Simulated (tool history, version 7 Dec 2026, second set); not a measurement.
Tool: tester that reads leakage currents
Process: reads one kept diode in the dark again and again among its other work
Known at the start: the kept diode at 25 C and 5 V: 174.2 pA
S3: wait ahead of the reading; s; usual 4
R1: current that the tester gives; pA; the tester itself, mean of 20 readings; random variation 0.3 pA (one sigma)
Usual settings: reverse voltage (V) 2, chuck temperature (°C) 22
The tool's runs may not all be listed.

{"run": 1, "hour": 0.0, "reverse voltage (V)": 2, "chuck temperature (°C)": 22, "S3": 4, "R1": 96.37}
{"run": 2, "hour": 116.9, "reverse voltage (V)": 2, "chuck temperature (°C)": 22, "S3": 0.48, "R1": 97.47}
{"run": 3, "hour": 203.3, "reverse voltage (V)": 2, "chuck temperature (°C)": 22, "S3": 0.48, "R1": 96.74}
{"run": 4, "hour": 297.1, "reverse voltage (V)": 2, "chuck temperature (°C)": 58, "S3": 4, "R1": 1280.37}
{"run": 5, "hour": 473.3, "reverse voltage (V)": 2, "chuck temperature (°C)": 58, "S3": 4, "R1": 1274.46}
{"run": 6, "hour": 603.6, "reverse voltage (V)": 2, "chuck temperature (°C)": 58, "S3": 4, "R1": 1268.53}
{"run": 7, "hour": 701.3, "reverse voltage (V)": 2, "chuck temperature (°C)": 22, "S3": 1.8, "R1": 95.29}
{"run": 8, "hour": 848.8, "reverse voltage (V)": 2, "chuck temperature (°C)": 22, "S3": 1.8, "R1": 94.45}
{"run": 9, "hour": 962.9, "reverse voltage (V)": 2, "chuck temperature (°C)": 22, "S3": 1.8, "R1": 95.54}
{"run": 10, "hour": 1078.8, "reverse voltage (V)": 2, "chuck temperature (°C)": 22, "S3": 1.8, "R1": 94.39}
{"run": 11, "hour": 1152.9, "reverse voltage (V)": 2, "chuck temperature (°C)": 22, "S3": 1.8, "R1": 94.78}
{"run": 12, "hour": 1259.7, "reverse voltage (V)": 2, "chuck temperature (°C)": 22, "S3": 1.8, "R1": 94.39}
{"run": 13, "hour": 1395.7, "reverse voltage (V)": 2, "chuck temperature (°C)": 22, "S3": 1.8, "R1": 94.17}
{"run": 14, "hour": 1514.1, "reverse voltage (V)": 5.41, "chuck temperature (°C)": 38, "S3": 1.97, "R1": 455.39}
{"run": 15, "hour": 1597.8, "reverse voltage (V)": 9.41, "chuck temperature (°C)": 22, "S3": 4, "R1": 166.88}
{"run": 16, "hour": 1732.2, "reverse voltage (V)": 12.76, "chuck temperature (°C)": 22, "S3": 0.44, "R1": 195.91}
{"run": 17, "hour": 1827.9, "reverse voltage (V)": 2.19, "chuck temperature (°C)": 39, "S3": 7.01, "R1": 347.27}
{"run": 18, "hour": 1930.3, "reverse voltage (V)": 1.61, "chuck temperature (°C)": 42, "S3": 6.15, "R1": 388.5}
{"run": 19, "hour": 2108.7, "reverse voltage (V)": 1.61, "chuck temperature (°C)": 42, "S3": 6.15, "R1": 425.52}
{"run": 20, "hour": 2213.0, "reverse voltage (V)": 1.61, "chuck temperature (°C)": 42, "S3": 6.15, "R1": 424.76}
{"run": 21, "hour": 2353.3, "reverse voltage (V)": 15.23, "chuck temperature (°C)": 55, "S3": 6.15, "R1": 2244.02}
{"run": 22, "hour": 2495.3, "reverse voltage (V)": 15.23, "chuck temperature (°C)": 55, "S3": 6.15, "R1": 2228.31}
{"run": 23, "hour": 2598.3, "reverse voltage (V)": 15.23, "chuck temperature (°C)": 55, "S3": 6.15, "R1": 2241.56}
{"run": 24, "hour": 2714.8, "reverse voltage (V)": 1.83, "chuck temperature (°C)": 55, "S3": 4.81, "R1": 1061.84}

Not shown: 3 entries that the log had between the listed runs. Between which runs, and how does the tool's hidden state differ before and after?
Between runs 15 and 16: tester calibrated (hour 1610.9)
  stray current of the dirty probe card, pA a volt: 0.907 -> 0.971; current scale over the true one, %: -0.46 -> -0.7; true chuck temperature over the reading, C: -0.91 -> -0.94
  measured less the result without the state, R1: -4.52 -> -3.14 pA
Between runs 18 and 19: chuck's temperature calibrated (hour 1959.8); tester calibrated, once more (hour 2023.1)
  stray current of the dirty probe card, pA a volt: 1.053 -> 1.129; current scale over the true one, %: -0.74 -> 0.01; true chuck temperature over the reading, C: -0.99 -> 0.12
  measured less the result without the state, R1: -29.54 -> +5.32 pA

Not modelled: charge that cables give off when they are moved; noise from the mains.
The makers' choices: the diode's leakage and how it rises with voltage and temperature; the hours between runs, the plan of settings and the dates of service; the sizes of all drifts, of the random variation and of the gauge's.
